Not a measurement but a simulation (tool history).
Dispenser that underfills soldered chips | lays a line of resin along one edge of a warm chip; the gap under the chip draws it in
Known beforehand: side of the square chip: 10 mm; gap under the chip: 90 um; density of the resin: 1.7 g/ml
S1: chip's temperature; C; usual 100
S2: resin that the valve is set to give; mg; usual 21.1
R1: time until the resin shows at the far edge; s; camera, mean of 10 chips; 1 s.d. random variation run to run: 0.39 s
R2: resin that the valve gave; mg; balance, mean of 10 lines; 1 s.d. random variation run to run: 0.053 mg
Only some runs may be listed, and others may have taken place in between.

run	hour	S1	S2	R1	R2
1	0.0	100	21.1	30.9	21.04
2	3.3	100	21.1	34.7	21.02
# hour 8.1: new syringe of resin
3	9.1	100	21.1	25.8	20.87
4	12.6	100	21.1	28.8	20.83
5	19.3	100	21.1	36.4	20.79
# hour 23.1: new syringe of resin
6	24.7	100	21.1	26.3	20.80
7	30.5	93	21.1	39.1	20.79
8	36.3	93	21.1	48.6	20.71
# hour 37.8: new syringe of resin
9	40.0	100	21.1	27.7	20.74
10	45.5	92	21.1	41.2	20.66
11	50.8	92	21.1	47.8	20.66
# hour 52.6: new syringe of resin
12	58.3	92	21.1	38.6	20.65
13	63.3	92	21.1	46.3	20.52
# hour 67.1: new syringe of resin
14	68.1	111	21.1	19.5	20.58
15	75.3	100	21.1	32.9	20.62
16	81.1	93	27.3	46.8	26.48
# hour 81.7: new syringe of resin
17	88.2	112	26.7	21.6	25.92
18	92.2	104	19.2	33.1	18.55
# hour 96.3: new syringe of resin
19	97.4	105	23.2	21.7	22.40
20	100.5	96	21.1	32.3	20.52
21	105.9	99	20.4	35.4	19.64
# hour 111.1: new syringe of resin
22	111.9	99	20.4	27.9	19.56
23	119.2	99	20.4	35.0	19.51
24	122.4	91	18.2	52.5	17.47
# hour 125.9: new syringe of resin
25	126.8	113	22.1	18.3	21.19
26	131.7	103	25.3	26.6	24.18
27	135.3	95	22.6	38.5	21.48
28	138.7	86	20.7	60.1	19.76
# hour 140.7: new syringe of resin
29	143.9	106	21.1	23.4	20.21
30	149.1	111	21.8	24.4	20.71

Consider 3 possible next runs. They are alternatives, not a sequence: every one starts from the tool as it was left by run 30. What does each give?
A	154.8	87	23.0	?	?
B	154.8	93	21.8	?	?
C	154.8	111	18.1	?	?

run	R1	R2
A	58.0	21.81
B	50.1	20.70
C	31.5	17.13
What these runs would have given with no unlogged condition in the tool:
run	R1	R2
A	35.1	22.99
B	30.2	21.82
C	18.7	18.05
